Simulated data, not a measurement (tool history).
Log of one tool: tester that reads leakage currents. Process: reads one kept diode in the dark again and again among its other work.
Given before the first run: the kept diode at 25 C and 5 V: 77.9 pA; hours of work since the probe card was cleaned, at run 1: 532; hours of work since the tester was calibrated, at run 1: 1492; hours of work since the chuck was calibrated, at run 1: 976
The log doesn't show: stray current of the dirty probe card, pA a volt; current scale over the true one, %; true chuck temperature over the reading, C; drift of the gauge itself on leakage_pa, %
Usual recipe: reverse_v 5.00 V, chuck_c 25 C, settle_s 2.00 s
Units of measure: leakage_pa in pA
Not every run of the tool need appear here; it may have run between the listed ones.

run      day  reverse_v  chuck_c  settle_s  hours of work since the probe card was cleaned  hours of work since the tester was calibrated  hours of work since the chuck was calibrated  leakage_pa
  1    0.000       5.00       25      2.00                                             532                                           1492                                           976       92.77
  2    9.554       5.00       41      2.00                                             691                                           1651                                          1135      344.39
  3   14.058       5.00       41      2.00                                             766                                           1726                                          1210      346.84
  4   20.996       5.00       25      2.00                                             881                                           1841                                          1325       97.64
  5   29.575       5.00       25      1.67                                            1024                                           1984                                          1468      100.33
      36.950  -- chuck's temperature calibrated
  6   38.300       5.00       25      1.67                                            1167                                           2128                                            22       82.98
  7   48.062       5.00       25      4.65                                            1330                                           2290                                           185       84.82
  8   55.288       5.00       25      5.12                                            1450                                           2410                                           305       85.91
  9   62.242       5.00       25      5.12                                            1566                                           2526                                           421       87.01
 10   69.092       4.19       25      2.00                                            1680                                           2640                                           535       80.55
 11   77.467       5.00       25      2.00                                            1819                                           2779                                           674       91.24
 12   86.529       5.00       25      2.00                                            1970                                           2930                                           825       92.95
      89.500  -- tester calibrated
 13   94.971       5.00       25      2.00                                            2109                                             91                                           964       93.91
 14  103.879       5.00       25      2.00                                            2257                                            239                                          1112       96.71
 15  107.896       5.00       25      2.00                                            2324                                            306                                          1179       96.56
 16  116.417       5.00       25      2.00                                            2466                                            448                                          1321       99.70
 17  126.300       5.00       25      2.00                                            2630                                            612                                          1485      101.76
     132.417  -- chuck's temperature calibrated
 18  136.371      15.07       25      2.00                                            2796                                            778                                            66      175.61
 19  144.479       5.00       25      2.00                                            2931                                            913                                           201       89.49
 20  153.092       5.00       25      2.00                                            3074                                           1057                                           344       91.28
 21  162.104       5.53       48      6.46                                            3224                                           1207                                           494      574.11
 22  166.788       3.47       25      0.46                                            3302                                           1284                                           572       77.48
 23  176.238       5.00       31      0.64                                            3460                                           1442                                           729      155.53
 24  182.592       5.00       31      0.64                                            3565                                           1547                                           835      157.87
 25  192.179       7.79       28      0.64                                            3725                                           1707                                           994      169.02
     195.488  -- probe card cleaned and baked
 26  198.162       7.79       28      1.84                                              45                                           1804                                          1092      153.31
 27  204.471       5.23       49      0.45                                             149                                           1909                                          1197      643.95
 28  211.033       3.46       29      1.56                                             259                                           2019                                          1306      106.87
 29  218.458      11.36       57      6.58                                             382                                           2142                                          1429     1831.65
 30  222.688       1.64       58      7.14                                             453                                           2212                                          1500      643.30
     228.058  -- chuck's temperature calibrated
 31  230.500       1.64       58      7.14                                             581                                           2341                                            41      552.03
 32  237.096       1.64       58      7.14                                             691                                           2451                                           150      560.13
 33  241.729       5.00       50      1.08                                             768                                           2528                                           227      606.94
 34  247.471      11.39       60      1.08                                             863                                           2623                                           323     2018.11
 35  254.362      11.39       29      1.99                                             978                                           2738                                           438      195.94
 36  262.338       9.60       29      1.16                                            1111                                           2871                                           570      182.89
 37  267.108       1.16       29      5.28                                            1190                                           2950                                           650       52.35
     269.012  -- tester calibrated
 38  276.079      15.73       29      5.28                                            1338                                            118                                           798      243.69

Below are 3 alternative next runs, each starting from the tool's condition after run 38. Predict each:
  A  283.642       1.69       29      5.28                                            1464                                            243                                           923           ?
  B  283.642      13.63       25      9.80                                            1464                                            243                                           923           ?
  C  283.642      15.73       23      0.33                                            1464                                            243                                           923           ?

run  leakage_pa
  A       66.18
  B      165.49
  C      168.97
What these runs would have given with no unlogged condition in the tool:
run  leakage_pa
  A       58.76
  B      140.44
  C      143.69

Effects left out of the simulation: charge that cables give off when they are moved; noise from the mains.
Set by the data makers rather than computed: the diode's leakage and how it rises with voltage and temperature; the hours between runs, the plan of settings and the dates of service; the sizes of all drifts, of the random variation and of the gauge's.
